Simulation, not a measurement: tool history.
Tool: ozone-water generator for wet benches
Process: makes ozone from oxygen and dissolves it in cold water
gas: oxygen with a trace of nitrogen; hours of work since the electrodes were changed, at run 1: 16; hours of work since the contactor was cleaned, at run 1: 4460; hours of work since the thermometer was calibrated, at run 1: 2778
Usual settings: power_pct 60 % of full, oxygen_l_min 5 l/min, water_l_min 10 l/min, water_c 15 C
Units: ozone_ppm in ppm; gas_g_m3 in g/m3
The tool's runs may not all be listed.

run	hour	power_pct	oxygen_l_min	water_l_min	water_c	hours of work since the electrodes were changed	hours of work since the contactor was cleaned	hours of work since the thermometer was calibrated	ozone_ppm	gas_g_m3
1	0	60	5	10	15	16	4460	2778	18.8	138.6
2	28.6	60	5	10	15	35	4478	2797	18.6	138.6
3	43.6	60	5	10	15	45	4488	2807	18.7	138.2
4	66.6	60	5	10	15	60	4504	2822	18.8	139.3
5	88.9	60	5	10	15	75	4518	2837	18.8	138.9
6	120.9	60	5	10	15	96	4540	2858	18.7	137.3
7	152.8	60	5	7	15	117	4561	2879	24.4	138.7
8	186.6	60	5	7	15	139	4583	2902	24	138.5
9	216.3	60	5	7	15	159	4603	2921	24.5	139
10	250.9	60	4.19	7	15	182	4625	2944	24.5	147.1
11	278.3	83	5	10	22	200	4644	2962	21.5	184.3
12	300.8	83	5	10	22	215	4659	2977	21.7	184.7
13	327.3	64	5	10	15	232	4676	2995	19.6	145.8
14	356.8	81	7.83	6	8	252	4696	3014	40.3	155.3
15	380.7	43	3.6	7	14	268	4711	3030	18.5	116.4
16	395.4	88	3.6	6	10	277	4721	3040	41.9	217.9
17	419.3	47	5	16	15	293	4737	3056	9.8	112.4
18	441.8	45	8.11	10	15	308	4752	3071	14.5	91.4
19	475.3	45	8.11	10	10	330	4774	3093	16.4	90.9

Forecast each of these 5 alternatives for the next run:
A	504.3	60	4.59	10	15	349	4793	3112	?	?
B	504.3	79	5	6	11	349	4793	3112	?	?
C	504.3	60	5	10	16	349	4793	3112	?	?
D	504.3	45	3	10	10	349	4793	3112	?	?
E	504.3	71	5.2	10	10	349	4793	3112	?	?

run	ozone_ppm	gas_g_m3
A	18.5	142.4
B	37.4	175.6
C	18.1	137.9
D	14.7	128.2
E	23.9	158.7
Without the tool's hidden state the same runs would have given:
run	ozone_ppm	gas_g_m3
A	18.5	142.4
B	37.5	175.6
C	18.1	137.9
D	14.7	128.2
E	23.9	158.7
